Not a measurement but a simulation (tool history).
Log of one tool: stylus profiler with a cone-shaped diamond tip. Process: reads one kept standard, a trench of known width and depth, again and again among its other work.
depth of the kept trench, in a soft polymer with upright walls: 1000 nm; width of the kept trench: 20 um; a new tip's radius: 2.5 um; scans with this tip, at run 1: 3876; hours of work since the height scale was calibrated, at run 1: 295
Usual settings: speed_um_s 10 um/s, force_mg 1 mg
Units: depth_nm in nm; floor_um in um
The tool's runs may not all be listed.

run    hour  speed_um_s  force_mg  scans with this tip  hours of work since the height scale was calibrated  depth_nm  floor_um
  1       0          10         1                 3876                                                  295   1003.74     14.34
  2    65.7          10         1                 4246                                                  323   1003.89     14.25
  3   134.7          10         1                 4634                                                  353   1003.35     14.08
  4   164.1           4         1                 4800                                                  366   1003.55     14.08
  5   225.4          10         1                 5145                                                  392   1003.31        14
  6   286.6          10       2.2                 5489                                                  418   1006.52     13.86
  7   342.2          10       2.2                 5802                                                  442   1006.66     13.68
  8   403.6          10       2.2                 6148                                                  468   1006.39     13.64
  9   458.3          10         1                 6456                                                  492   1002.99     13.48
 10     503          10         1                 6707                                                  511   1002.54     13.41
 11   540.6          10         1                 6919                                                  527    1002.5     13.33
 12     603          10         1                 7270                                                  554    1002.8      13.2
 13   667.9          10         1                 7636                                                  582   1002.46     13.09
 14   708.1          10         1                 7862                                                  599   1002.18     13.04
      711.5  -- height scale calibrated on a step standard
 15   773.1          10         1                 8225                                                   26   1001.34     12.91
 16   804.7          10         1                 8402                                                   40   1001.33     12.85
 17   833.8          13         1                 8566                                                   52   1001.83     12.79
 18   897.9          28         1                 8927                                                   80   1001.33     12.58
 19   951.4          10         1                 9228                                                  103   1001.28     12.68
 20  1010.5          10         1                 9560                                                  128   1001.49     12.59
 21  1038.5          11      0.63                 9718                                                  140    999.53     12.49
     1041.9  -- height scale calibrated on a step standard, once more
 22  1081.7          26      0.63                 9959                                                   17   1003.45     12.29
 23  1127.4           7       2.5                10216                                                   37   1008.79      12.4
 24  1161.8           3      0.35                10409                                                   51   1001.95     12.36
 25  1208.9          22      1.01                10675                                                   72   1004.97     12.23
 26  1236.9           2      1.81                10832                                                   84   1006.75     12.29
 27  1269.8          31      1.11                11017                                                   98   1004.56     12.12
 28  1329.6          25         1                11354                                                  123   1003.94     11.98
 29  1378.5          25         1                11629                                                  144    1004.2     11.95
     1401.1  -- new tip fitted, height scale calibrated
 30  1431.4           2      1.04                  171                                                   13   1005.46      15.8
 31  1484.6           2      1.04                  470                                                   36   1005.15     15.73
 32  1537.1           2      1.04                  766                                                   58   1004.75     15.53
 33  1578.9          10      2.28                 1001                                                   76   1008.57     15.39
 34  1612.2           3      2.23                 1188                                                   91    1008.5     15.35
 35  1644.8           3      2.23                 1371                                                  104   1007.83     15.31
 36  1681.8           3      2.23                 1580                                                  120   1008.28      15.2
 37  1742.6           3      2.23                 1922                                                  146   1007.97     15.09

The next listed run, before its measurement:
 38  1776.8           4      0.61                 2115                                                  161         ?         ?

depth_nm: 1002.95 nm
floor_um: 14.96 um
Without the tool's hidden state the same run would have given depth_nm 1003.47 nm, floor_um 15.98 um.
